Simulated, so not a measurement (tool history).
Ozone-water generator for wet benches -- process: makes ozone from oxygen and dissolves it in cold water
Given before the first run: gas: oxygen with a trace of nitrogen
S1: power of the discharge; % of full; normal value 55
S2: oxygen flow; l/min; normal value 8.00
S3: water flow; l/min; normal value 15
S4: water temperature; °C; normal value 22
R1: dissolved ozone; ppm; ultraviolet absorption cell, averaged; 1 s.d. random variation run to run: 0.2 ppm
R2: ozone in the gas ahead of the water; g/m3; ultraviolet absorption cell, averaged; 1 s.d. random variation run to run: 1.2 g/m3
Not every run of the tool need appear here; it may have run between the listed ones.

run	hour	S1	S2	S3	S4	R1	R2
1	0.0	55	8.00	15	22	27.6	210.3
2	73.6	55	8.00	15	22	27.5	209.3
3	145.6	55	8.00	15	22	27.5	209.4
4	235.4	80	8.00	15	22	33.2	253.0
5	296.4	80	8.00	15	22	33.1	252.9
6	387.4	55	8.00	15	21	28.1	210.8
7	470.5	55	8.00	15	21	27.9	210.0
8	572.9	53	8.00	15	22	26.5	206.1
9	634.4	53	8.00	15	20	27.5	206.0
10	693.6	90	8.00	15	22	35.1	270.0
11	780.5	90	8.00	15	22	34.9	268.9
# hour 877.8: water thermometer calibrated
12	877.8	90	8.00	15	22	34.6	268.2
13	948.0	90	8.00	15	22	34.7	269.3
14	1003.1	90	8.00	15	26	31.8	266.3
15	1078.1	90	8.00	15	26	31.9	266.7
16	1164.2	55	8.00	15	22	27.3	208.4
17	1214.7	55	8.21	15	22	26.8	204.4
18	1266.8	44	8.21	13	15	30.9	184.6
# hour 1279.0: water thermometer calibrated, once more
19	1377.8	44	8.21	13	15	31.0	184.7
20	1478.7	69	7.11	15	20	32.4	246.5
21	1584.8	69	6.48	15	17	34.2	262.2
22	1698.6	60	8.42	16	16	29.5	209.5
23	1807.0	60	8.42	16	16	29.9	209.0
24	1873.9	51	5.21	19	16	24.5	253.0
25	1925.5	55	13.74	11	30	22.2	153.3
26	2035.6	48	12.93	22	20	17.2	146.3
27	2084.6	48	12.93	22	20	17.5	148.3
28	2148.4	43	11.85	13	19	24.9	145.9
29	2244.3	43	11.85	13	19	24.8	147.4
30	2317.8	40	5.78	16	22	22.6	209.0
31	2411.7	43	8.00	15	14	27.3	182.5
32	2528.7	51	4.69	15	22	27.4	262.6
33	2604.6	46	4.82	18	22	22.0	250.2

3 options for the next run, each taken on its own from the tool as it stands now. Forecast them:
A	2686.2	68	4.82	18	22	?	?
B	2686.2	89	6.55	18	22	?	?
C	2686.2	54	5.28	15	16	?	?

run	R1	R2
A	26.7	304.3
B	29.6	290.9
C	31.1	255.0
Without the tool's unlogged condition, the same runs would have read:
run	R1	R2
A	29.5	326.5
B	33.1	315.3
C	34.0	271.4
